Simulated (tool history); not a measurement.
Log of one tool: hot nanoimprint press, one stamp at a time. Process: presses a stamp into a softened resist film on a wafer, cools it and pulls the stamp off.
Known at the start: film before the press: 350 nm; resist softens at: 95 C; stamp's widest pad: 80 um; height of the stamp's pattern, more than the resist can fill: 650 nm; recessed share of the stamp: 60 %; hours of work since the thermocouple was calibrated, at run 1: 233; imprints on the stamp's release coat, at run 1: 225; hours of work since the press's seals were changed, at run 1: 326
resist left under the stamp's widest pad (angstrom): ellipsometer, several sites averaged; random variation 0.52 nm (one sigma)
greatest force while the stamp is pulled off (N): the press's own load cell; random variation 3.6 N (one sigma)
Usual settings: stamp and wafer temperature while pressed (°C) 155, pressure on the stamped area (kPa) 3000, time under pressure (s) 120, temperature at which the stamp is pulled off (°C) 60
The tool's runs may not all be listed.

| run | day | stamp and wafer temperature while pressed (°C) | pressure on the stamped area (kPa) | time under pressure (s) | temperature at which the stamp is pulled off (°C) | hours of work since the thermocouple was calibrated | imprints on the stamp's release coat | hours of work since the press's seals were changed | resist left under the stamp's widest pad (angstrom) | greatest force while the stamp is pulled off (N) |
|---|---|---|---|---|---|---|---|---|---|---|
| 1 | 0.000 | 155 | 3000 | 120 | 60 | 233 | 225 | 326 | 1305 | 188 |
| 2 | 1.688 | 155 | 3000 | 120 | 60 | 260 | 322 | 353 | 1313 | 181 |
| 3 | 3.296 | 155 | 3000 | 120 | 60 | 286 | 415 | 379 | 1313 | 189 |
|  | 3.879 | plate thermocouple calibrated |
| 4 | 4.996 | 155 | 3000 | 120 | 60 | 18 | 506 | 405 | 1297 | 190 |
| 5 | 6.121 | 155 | 3000 | 120 | 60 | 36 | 570 | 423 | 1303 | 189 |
| 6 | 6.958 | 155 | 3000 | 120 | 60 | 50 | 619 | 436 | 1296 | 187 |
|  | 7.338 | plate thermocouple calibrated, once more |
| 7 | 8.058 | 155 | 3000 | 120 | 60 | 12 | 675 | 452 | 1349 | 206 |
| 8 | 9.879 | 155 | 3000 | 120 | 60 | 41 | 780 | 481 | 1336 | 210 |
| 9 | 11.417 | 155 | 3000 | 120 | 60 | 66 | 868 | 506 | 1347 | 208 |
| 10 | 12.825 | 155 | 3000 | 120 | 60 | 88 | 949 | 528 | 1348 | 213 |
| 11 | 14.146 | 155 | 3000 | 120 | 60 | 110 | 1025 | 550 | 1348 | 228 |
| 12 | 15.188 | 155 | 2080 | 120 | 60 | 126 | 1086 | 566 | 1594 | 219 |
| 13 | 16.171 | 155 | 3000 | 120 | 60 | 142 | 1142 | 582 | 1344 | 224 |
| 14 | 17.988 | 155 | 3000 | 120 | 60 | 171 | 1247 | 612 | 1330 | 226 |
| 15 | 19.571 | 155 | 3000 | 120 | 60 | 197 | 1338 | 637 | 1329 | 233 |
| 16 | 20.754 | 155 | 3000 | 120 | 60 | 216 | 1406 | 656 | 1330 | 243 |
| 17 | 21.754 | 155 | 3000 | 120 | 47 | 232 | 1464 | 672 | 1332 | 330 |
| 18 | 22.854 | 157 | 3000 | 120 | 47 | 250 | 1527 | 690 | 1237 | 335 |
|  | 23.246 | stamp cleaned and given a new release coat |
| 19 | 24.858 | 157 | 3000 | 120 | 47 | 278 | 93 | 718 | 1244 | 230 |
|  | 25.888 | plate thermocouple calibrated |
| 20 | 26.633 | 158 | 1990 | 130 | 68 | 12 | 188 | 745 | 1452 | 140 |

Run 21 comes next. What will it give?
| 21 | 27.879 | 154 | 3000 | 82 | 60 | 32 | 260 | 765 | ? | ? |

{"run 21": {"resist left under the stamp's widest pad (angstrom)": 1619, "greatest force while the stamp is pulled off (N)": 177}}
Without the tool's hidden state the same run would have given resist left under the stamp's widest pad (angstrom) 1582, greatest force while the stamp is pulled off (N) 167.
